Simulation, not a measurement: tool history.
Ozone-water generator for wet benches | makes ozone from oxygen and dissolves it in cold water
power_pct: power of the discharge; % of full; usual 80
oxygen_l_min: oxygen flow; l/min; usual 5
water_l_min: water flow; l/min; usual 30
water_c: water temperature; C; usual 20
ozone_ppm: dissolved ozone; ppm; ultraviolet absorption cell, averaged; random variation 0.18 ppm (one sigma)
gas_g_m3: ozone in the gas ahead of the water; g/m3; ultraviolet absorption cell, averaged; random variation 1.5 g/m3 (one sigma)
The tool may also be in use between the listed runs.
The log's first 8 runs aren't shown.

Run 9, hour 508.5: usual settings but power_pct 45 % of full. Result: ozone_ppm 15.5 ppm, gas_g_m3 179.6 g/m3.
Run 10, hour 596.6: usual settings but power_pct 45 % of full. Result: ozone_ppm 15.9 ppm, gas_g_m3 179.1 g/m3.
Run 11, hour 633.4: usual settings. Result: ozone_ppm 24.2 ppm, gas_g_m3 278.8 g/m3.
Run 12, hour 700.3: usual settings. Result: ozone_ppm 24 ppm, gas_g_m3 280.8 g/m3.
At hour 757.9: water thermometer calibrated.
Run 13, hour 768.4: usual settings. Result: ozone_ppm 24.4 ppm, gas_g_m3 281 g/m3.
Run 14, hour 847.2: usual settings. Result: ozone_ppm 24.4 ppm, gas_g_m3 279.4 g/m3.
Run 15, hour 911.4: usual settings. Result: ozone_ppm 24.1 ppm, gas_g_m3 278.7 g/m3.
Run 16, hour 950.2: usual settings. Result: ozone_ppm 24 ppm, gas_g_m3 279.4 g/m3.
Run 17, hour 999.6: usual settings but oxygen_l_min 4.88 l/min, water_l_min 22 l/min. Result: ozone_ppm 31.2 ppm, gas_g_m3 279.4 g/m3.
Run 18, hour 1065.3: usual settings but water_l_min 34 l/min, water_c 14 C. Result: ozone_ppm 22.5 ppm, gas_g_m3 280.6 g/m3.
Run 19, hour 1111.5: usual settings but water_l_min 34 l/min, water_c 14 C. Result: ozone_ppm 22.8 ppm, gas_g_m3 277.4 g/m3.
Run 20, hour 1184.9: usual settings but power_pct 47 % of full, water_l_min 23 l/min, water_c 14 C. Result: ozone_ppm 21.7 ppm, gas_g_m3 187 g/m3.
Run 21, hour 1233.2: usual settings but power_pct 57 % of full, water_c 13 C. Result: ozone_ppm 20.1 ppm, gas_g_m3 215.9 g/m3.
Run 22, hour 1289.4: usual settings but power_pct 41 % of full, water_c 17 C. Result: ozone_ppm 15.1 ppm, gas_g_m3 167.6 g/m3.
Run 23, hour 1335.1: usual settings but power_pct 89 % of full, water_c 15 C. Result: ozone_ppm 27.9 ppm, gas_g_m3 305.8 g/m3.
Run 24, hour 1407.8: usual settings but power_pct 89 % of full, water_c 15 C. Result: ozone_ppm 27.8 ppm, gas_g_m3 303.1 g/m3.
Run 25, hour 1468.3: usual settings but power_pct 89 % of full, water_c 15 C. Result: ozone_ppm 27.6 ppm, gas_g_m3 300.5 g/m3.
Run 26, hour 1516.7: usual settings but water_c 13 C. Result: ozone_ppm 26 ppm, gas_g_m3 277.5 g/m3.
Run 27, hour 1571.1: usual settings but power_pct 49 % of full, oxygen_l_min 2.57 l/min, water_l_min 35 l/min, water_c 17 C. Result: ozone_ppm 11.7 ppm, gas_g_m3 249.3 g/m3.
Run 28, hour 1622.9: usual settings but power_pct 49 % of full, oxygen_l_min 2.57 l/min, water_l_min 35 l/min, water_c 17 C. Result: ozone_ppm 11.7 ppm, gas_g_m3 250 g/m3.
Run 29, hour 1694.5: usual settings but power_pct 49 % of full, oxygen_l_min 2.57 l/min, water_l_min 45 l/min, water_c 23 C. Result: ozone_ppm 8.3 ppm, gas_g_m3 247.3 g/m3.
Run 30, hour 1765.7: usual settings but power_pct 45 % of full. Result: ozone_ppm 15.7 ppm, gas_g_m3 178.4 g/m3.
Run 31, hour 1829.5: usual settings but power_pct 45 % of full. Result: ozone_ppm 15.4 ppm, gas_g_m3 178.2 g/m3.
Run 32, hour 1869.9: usual settings but power_pct 45 % of full. Result: ozone_ppm 15.5 ppm, gas_g_m3 179.3 g/m3.

Forecast each of these 4 alternatives for the next run:
Run A, hour 1928.4: usual settings but power_pct 84 % of full, water_c 18 C. Result: ozone_ppm ?, gas_g_m3 ?.
Run B, hour 1928.4: usual settings but power_pct 45 % of full, water_l_min 33 l/min. Result: ozone_ppm ?, gas_g_m3 ?.
Run C, hour 1928.4: usual settings but power_pct 45 % of full, oxygen_l_min 8.81 l/min. Result: ozone_ppm ?, gas_g_m3 ?.
Run D, hour 1928.4: usual settings but water_c 23 C. Result: ozone_ppm ?, gas_g_m3 ?.

run  ozone_ppm  gas_g_m3
  A       25.7     290.5
  B       14.3     177.7
  C         17     143.7
  D       23.4     276.3
Without the tool's hidden state the same runs would have given:
run  ozone_ppm  gas_g_m3
  A       25.7     290.7
  B       14.3     177.8
  C         17     143.8
  D       23.5     276.5
